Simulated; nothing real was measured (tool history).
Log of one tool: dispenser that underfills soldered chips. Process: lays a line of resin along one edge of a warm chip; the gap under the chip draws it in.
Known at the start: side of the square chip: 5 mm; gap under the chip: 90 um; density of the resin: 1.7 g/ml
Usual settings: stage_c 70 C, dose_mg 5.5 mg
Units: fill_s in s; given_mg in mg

run 1 hour=0 | stage_c=70 dose_mg=5.5 | fill_s=12.2 given_mg=5.48
-- hour=2.1 new syringe of resin
run 2 hour=4.4 | stage_c=70 dose_mg=5.5 | fill_s=5.6 given_mg=5.46
run 3 hour=8.4 | stage_c=70 dose_mg=5.5 | fill_s=7.3 given_mg=5.47
run 4 hour=10.8 | stage_c=70 dose_mg=5.5 | fill_s=9 given_mg=5.46
run 5 hour=14.4 | stage_c=70 dose_mg=5.5 | fill_s=10.3 given_mg=5.41
run 6 hour=17.5 | stage_c=70 dose_mg=5.5 | fill_s=13.1 given_mg=5.43
-- hour=18.8 new syringe of resin
run 7 hour=22.5 | stage_c=70 dose_mg=5.86 | fill_s=6.4 given_mg=5.78
run 8 hour=26 | stage_c=62 dose_mg=5.86 | fill_s=10.9 given_mg=5.78
run 9 hour=31 | stage_c=74 dose_mg=5.86 | fill_s=9 given_mg=5.74
-- hour=35.6 new syringe of resin
run 10 hour=35.9 | stage_c=70 dose_mg=6 | fill_s=5.4 given_mg=5.91
run 11 hour=38.4 | stage_c=70 dose_mg=6 | fill_s=6.6 given_mg=5.89
run 12 hour=41.4 | stage_c=70 dose_mg=6 | fill_s=7.4 given_mg=5.85
run 13 hour=45.5 | stage_c=70 dose_mg=6 | fill_s=9.3 given_mg=5.88
run 14 hour=49.8 | stage_c=70 dose_mg=5.21 | fill_s=11.3 given_mg=5.09
-- hour=52.1 new syringe of resin
run 15 hour=55.4 | stage_c=70 dose_mg=6.01 | fill_s=6.8 given_mg=5.83
run 16 hour=58.4 | stage_c=70 dose_mg=6.01 | fill_s=7.7 given_mg=5.88
run 17 hour=61.4 | stage_c=70 dose_mg=6.01 | fill_s=9 given_mg=5.82
run 18 hour=64.6 | stage_c=73 dose_mg=5.5 | fill_s=9.9 given_mg=5.34
run 19 hour=66.9 | stage_c=66 dose_mg=5.5 | fill_s=14.3 given_mg=5.34
-- hour=68.6 new syringe of resin
run 20 hour=69.5 | stage_c=66 dose_mg=5.5 | fill_s=7 given_mg=5.34
run 21 hour=74.7 | stage_c=66 dose_mg=5.5 | fill_s=8.2 given_mg=5.31
run 22 hour=76.8 | stage_c=74 dose_mg=5.5 | fill_s=7.6 given_mg=5.37
run 23 hour=81.9 | stage_c=74 dose_mg=5.5 | fill_s=10.6 given_mg=5.32
-- hour=85.3 new syringe of resin
run 24 hour=86.9 | stage_c=74 dose_mg=5.5 | fill_s=5 given_mg=5.29
run 25 hour=90.2 | stage_c=59 dose_mg=5.39 | fill_s=10.9 given_mg=5.2
run 26 hour=94.4 | stage_c=59 dose_mg=5.39 | fill_s=13.7 given_mg=5.17
run 27 hour=97.5 | stage_c=74 dose_mg=5.05 | fill_s=9.1 given_mg=4.84
-- hour=102 new syringe of resin
run 28 hour=103.1 | stage_c=62 dose_mg=5.84 | fill_s=7.7 given_mg=5.59
run 29 hour=108 | stage_c=71 dose_mg=5.22 | fill_s=7.3 given_mg=4.99
run 30 hour=110.7 | stage_c=78 dose_mg=6.78 | fill_s=6.4 given_mg=6.45
run 31 hour=114.4 | stage_c=60 dose_mg=5.01 | fill_s=16.1 given_mg=4.79
run 32 hour=117.2 | stage_c=71 dose_mg=6.17 | fill_s=11.8 given_mg=5.88
-- hour=118.8 new syringe of resin
run 33 hour=121.3 | stage_c=71 dose_mg=5.82 | fill_s=6.1 given_mg=5.51
run 34 hour=126.4 | stage_c=71 dose_mg=5.82 | fill_s=7.9 given_mg=5.52
run 35 hour=131.7 | stage_c=77 dose_mg=5.68 | fill_s=8.4 given_mg=5.38
-- hour=134.3 dispensing valve cleaned and set on the balance
-- hour=136.4 new syringe of resin
run 36 hour=136.7 | stage_c=59 dose_mg=6.51 | fill_s=7.9 given_mg=6.51
run 37 hour=140.7 | stage_c=79 dose_mg=5.64 | fill_s=5.2 given_mg=5.65

The same runs without the tool's hidden state, with the same run-to-run variation:
The hidden state here: resin's viscosity, % of fresh resin's; dose that the valve gives, % of what is set; true chip temperature over the reading, C; drift of the gauge itself on fill_s, %; drift of the gauge itself on given_mg, %.
run=1 fill_s=5.7 given_mg=5.51
run=2 fill_s=4.8 given_mg=5.5
run=3 fill_s=5.1 given_mg=5.51
run=4 fill_s=5.8 given_mg=5.51
run=5 fill_s=5.3 given_mg=5.46
run=6 fill_s=6 given_mg=5.49
run=7 fill_s=5.3 given_mg=5.86
run=8 fill_s=7.5 given_mg=5.86
run=9 fill_s=4.7 given_mg=5.83
run=10 fill_s=5.3 given_mg=6.02
run=11 fill_s=5.8 given_mg=6.01
run=12 fill_s=5.5 given_mg=5.97
run=13 fill_s=5.6 given_mg=6.01
run=14 fill_s=5.1 given_mg=5.21
run=15 fill_s=5.7 given_mg=5.98
run=16 fill_s=5.4 given_mg=6.03
run=17 fill_s=5.3 given_mg=5.98
run=18 fill_s=5.1 given_mg=5.5
run=19 fill_s=6.4 given_mg=5.5
run=20 fill_s=6.4 given_mg=5.51
run=21 fill_s=5.6 given_mg=5.49
run=22 fill_s=4.9 given_mg=5.55
run=23 fill_s=5.5 given_mg=5.51
run=24 fill_s=4.5 given_mg=5.49
run=25 fill_s=8.2 given_mg=5.4
run=26 fill_s=8.4 given_mg=5.39
run=27 fill_s=4.6 given_mg=5.04
run=28 fill_s=7.1 given_mg=5.84
run=29 fill_s=5.1 given_mg=5.22
run=30 fill_s=4 given_mg=6.76
run=31 fill_s=8.2 given_mg=5.02
run=32 fill_s=5.4 given_mg=6.18
run=33 fill_s=5.3 given_mg=5.8
run=34 fill_s=5.2 given_mg=5.82
run=35 fill_s=4.1 given_mg=5.68
run=36 fill_s=7.4 given_mg=6.52
run=37 fill_s=4 given_mg=5.67

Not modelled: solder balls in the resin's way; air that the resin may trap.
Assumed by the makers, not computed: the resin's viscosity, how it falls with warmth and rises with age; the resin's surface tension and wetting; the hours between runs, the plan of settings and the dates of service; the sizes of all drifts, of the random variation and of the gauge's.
